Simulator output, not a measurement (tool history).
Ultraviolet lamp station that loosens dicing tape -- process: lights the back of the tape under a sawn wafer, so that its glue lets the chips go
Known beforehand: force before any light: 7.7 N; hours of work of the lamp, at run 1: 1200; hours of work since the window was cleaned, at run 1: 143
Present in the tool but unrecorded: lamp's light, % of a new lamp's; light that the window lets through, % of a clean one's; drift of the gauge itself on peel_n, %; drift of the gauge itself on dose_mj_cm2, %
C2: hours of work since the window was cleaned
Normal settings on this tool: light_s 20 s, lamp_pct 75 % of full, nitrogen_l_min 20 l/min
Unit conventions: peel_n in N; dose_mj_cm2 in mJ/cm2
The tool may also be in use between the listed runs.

run 1 hour=0.0 | light_s=20 lamp_pct=75 nitrogen_l_min=20 | hours_of_work_of_the_lamp=1200 C2=143 | peel_n=0.631 dose_mj_cm2=250
run 2 hour=29.5 | light_s=20 lamp_pct=75 nitrogen_l_min=20 | hours_of_work_of_the_lamp=1223 C2=167 | peel_n=0.663 dose_mj_cm2=246
run 3 hour=69.9 | light_s=20 lamp_pct=75 nitrogen_l_min=20 | hours_of_work_of_the_lamp=1255 C2=199 | peel_n=0.676 dose_mj_cm2=245
run 4 hour=95.4 | light_s=20 lamp_pct=75 nitrogen_l_min=20 | hours_of_work_of_the_lamp=1276 C2=219 | peel_n=0.675 dose_mj_cm2=246
run 5 hour=137.3 | light_s=20 lamp_pct=75 nitrogen_l_min=20 | hours_of_work_of_the_lamp=1309 C2=252 | peel_n=0.691 dose_mj_cm2=242
run 6 hour=172.5 | light_s=20 lamp_pct=75 nitrogen_l_min=20 | hours_of_work_of_the_lamp=1337 C2=280 | peel_n=0.699 dose_mj_cm2=235
run 7 hour=197.8 | light_s=20 lamp_pct=70 nitrogen_l_min=20 | hours_of_work_of_the_lamp=1357 C2=300 | peel_n=0.868 dose_mj_cm2=223
run 8 hour=245.9 | light_s=20 lamp_pct=70 nitrogen_l_min=20 | hours_of_work_of_the_lamp=1395 C2=339 | peel_n=0.883 dose_mj_cm2=219
run 9 hour=283.7 | light_s=20 lamp_pct=70 nitrogen_l_min=20 | hours_of_work_of_the_lamp=1425 C2=369 | peel_n=0.947 dose_mj_cm2=217
run 10 hour=322.4 | light_s=20 lamp_pct=70 nitrogen_l_min=20 | hours_of_work_of_the_lamp=1456 C2=399 | peel_n=0.918 dose_mj_cm2=211
run 11 hour=371.3 | light_s=20 lamp_pct=70 nitrogen_l_min=20 | hours_of_work_of_the_lamp=1495 C2=438 | peel_n=1.005 dose_mj_cm2=209
run 12 hour=410.4 | light_s=20 lamp_pct=70 nitrogen_l_min=20 | hours_of_work_of_the_lamp=1526 C2=469 | peel_n=0.955 dose_mj_cm2=202
run 13 hour=444.0 | light_s=20 lamp_pct=75 nitrogen_l_min=8 | hours_of_work_of_the_lamp=1552 C2=496 | peel_n=1.400 dose_mj_cm2=218
run 14 hour=487.9 | light_s=20 lamp_pct=75 nitrogen_l_min=8 | hours_of_work_of_the_lamp=1587 C2=531 | peel_n=1.406 dose_mj_cm2=214
-- hour=498.6 window cleaned of glue's vapour
run 15 hour=536.2 | light_s=20 lamp_pct=60 nitrogen_l_min=20 | hours_of_work_of_the_lamp=1625 C2=30 | peel_n=1.300 dose_mj_cm2=176
run 16 hour=564.0 | light_s=20 lamp_pct=80 nitrogen_l_min=20 | hours_of_work_of_the_lamp=1647 C2=52 | peel_n=0.752 dose_mj_cm2=231
run 17 hour=614.2 | light_s=20 lamp_pct=80 nitrogen_l_min=20 | hours_of_work_of_the_lamp=1687 C2=92 | peel_n=0.783 dose_mj_cm2=227
-- hour=664.0 lamp changed
run 18 hour=667.7 | light_s=20 lamp_pct=80 nitrogen_l_min=20 | hours_of_work_of_the_lamp=3 C2=133 | peel_n=0.237 dose_mj_cm2=375
run 19 hour=693.5 | light_s=20 lamp_pct=75 nitrogen_l_min=12 | hours_of_work_of_the_lamp=23 C2=154 | peel_n=0.385 dose_mj_cm2=351
run 20 hour=743.5 | light_s=17 lamp_pct=74 nitrogen_l_min=29 | hours_of_work_of_the_lamp=63 C2=194 | peel_n=0.369 dose_mj_cm2=291
run 21 hour=769.4 | light_s=23 lamp_pct=75 nitrogen_l_min=29 | hours_of_work_of_the_lamp=84 C2=214 | peel_n=0.169 dose_mj_cm2=395
run 22 hour=813.2 | light_s=20 lamp_pct=63 nitrogen_l_min=20 | hours_of_work_of_the_lamp=118 C2=249 | peel_n=0.488 dose_mj_cm2=286
run 23 hour=860.5 | light_s=20 lamp_pct=97 nitrogen_l_min=23 | hours_of_work_of_the_lamp=156 C2=286 | peel_n=0.142 dose_mj_cm2=427
run 24 hour=888.6 | light_s=12 lamp_pct=94 nitrogen_l_min=19 | hours_of_work_of_the_lamp=178 C2=309 | peel_n=0.643 dose_mj_cm2=245
run 25 hour=914.8 | light_s=12 lamp_pct=94 nitrogen_l_min=19 | hours_of_work_of_the_lamp=199 C2=329 | peel_n=0.668 dose_mj_cm2=245
run 26 hour=962.5 | light_s=17 lamp_pct=81 nitrogen_l_min=19 | hours_of_work_of_the_lamp=237 C2=367 | peel_n=0.438 dose_mj_cm2=300
run 27 hour=1007.2 | light_s=18 lamp_pct=75 nitrogen_l_min=24 | hours_of_work_of_the_lamp=272 C2=403 | peel_n=0.412 dose_mj_cm2=291
run 28 hour=1047.5 | light_s=28 lamp_pct=75 nitrogen_l_min=8 | hours_of_work_of_the_lamp=304 C2=435 | peel_n=0.260 dose_mj_cm2=444
run 29 hour=1070.6 | light_s=21 lamp_pct=70 nitrogen_l_min=7 | hours_of_work_of_the_lamp=323 C2=453 | peel_n=0.698 dose_mj_cm2=315
run 30 hour=1099.5 | light_s=21 lamp_pct=70 nitrogen_l_min=7 | hours_of_work_of_the_lamp=346 C2=476 | peel_n=0.739 dose_mj_cm2=305

Forecast run 31:
run 31 hour=1135.2 | light_s=18 lamp_pct=74 nitrogen_l_min=13 | hours_of_work_of_the_lamp=374 C2=504 | peel_n=? dose_mj_cm2=?

peel_n: 0.623 N
dose_mj_cm2: 274 mJ/cm2
Minus the tool's unlogged condition, the same run would have read peel_n 0.439 N, dose_mj_cm2 316 mJ/cm2.
